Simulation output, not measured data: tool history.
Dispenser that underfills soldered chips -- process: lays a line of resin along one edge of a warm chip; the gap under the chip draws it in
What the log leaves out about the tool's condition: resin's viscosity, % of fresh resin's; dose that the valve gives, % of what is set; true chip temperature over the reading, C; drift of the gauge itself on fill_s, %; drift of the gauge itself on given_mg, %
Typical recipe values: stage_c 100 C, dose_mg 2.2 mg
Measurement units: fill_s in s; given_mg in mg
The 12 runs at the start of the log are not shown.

run	hour	stage_c	dose_mg	hours of work since the syringe was changed	hours of work since the valve was cleaned	hours of work since the stage was calibrated	fill_s	given_mg
# hour 70.4: new syringe of resin
13	74.8	100	2.2	3	17	227	60.6	2.164
# hour 78: new syringe of resin
14	80.3	100	2.2	2	21	231	56	2.149
15	84.2	100	2.2	5	24	234	64	2.165
# hour 86.1: new syringe of resin
16	90.8	107	2.2	3	28	239	47.4	2.144
# hour 93.5: new syringe of resin
17	95.3	107	2.2	1	31	242	42.4	2.142
# hour 101.2: new syringe of resin
18	102.6	90	2.1	1	36	247	79.8	2.039
# hour 109: new syringe of resin
19	111	90	2.1	1	42	253	80.9	2.021
# hour 116.4: new syringe of resin
20	118.4	90	2.2	1	48	258	80.8	2.116
# hour 121.9: dispensing valve cleaned and set on the balance
# hour 124.9: new syringe of resin
21	126.9	101	2.85	1	3	263	52.2	2.844
# hour 132.4: new syringe of resin
22	133.9	101	2.85	1	8	268	51.1	2.828
# hour 140.1: new syringe of resin
23	143.8	88	2.61	3	15	275	90.8	2.564
# hour 147.7: new syringe of resin
24	149.9	111	2.52	2	20	279	37.2	2.474
# hour 155.9: new syringe of resin
25	156.4	93	2.35	0	24	284	68.2	2.308
# hour 163.4: new syringe of resin
26	164.9	108	2.2	1	30	290	41.3	2.135
# hour 171.1: new syringe of resin
27	173.9	110	2.79	2	36	296	39	2.699
# hour 179.1: new syringe of resin
28	180.7	102	2.45	1	41	301	49.6	2.361
# hour 186.9: new syringe of resin
29	187.4	102	2.45	0	46	305	48	2.358
# hour 193.5: dispensing valve cleaned and set on the balance
# hour 196: new syringe of resin
30	198.3	102	2.45	2	3	312	51.1	2.446
31	203	86	1.95	5	7	316	115.5	1.932
# hour 204.1: new syringe of resin
32	210.4	86	2.25	5	12	321	108.2	2.218
# hour 212.2: new syringe of resin
33	217.6	86	2.25	4	17	326	106	2.21
# hour 219.9: new syringe of resin
34	223.7	86	2.25	3	21	330	99.7	2.2

Here are 3 independent what-if runs from the current tool condition. What would each one return?
# hour 227.9: new syringe of resin
A	232.1	109	2.25	3	27	336	?	?
# hour 227.9: new syringe of resin
B	232.1	112	2.32	3	27	336	?	?
# hour 227.9: new syringe of resin
C	232.1	90	2.2	3	27	336	?	?

run	fill_s	given_mg
A	43	2.189
B	39	2.262
C	88.2	2.139
What these runs would have given with no unlogged condition in the tool:
run	fill_s	given_mg
A	36.2	2.244
B	32.9	2.318
C	74.2	2.193
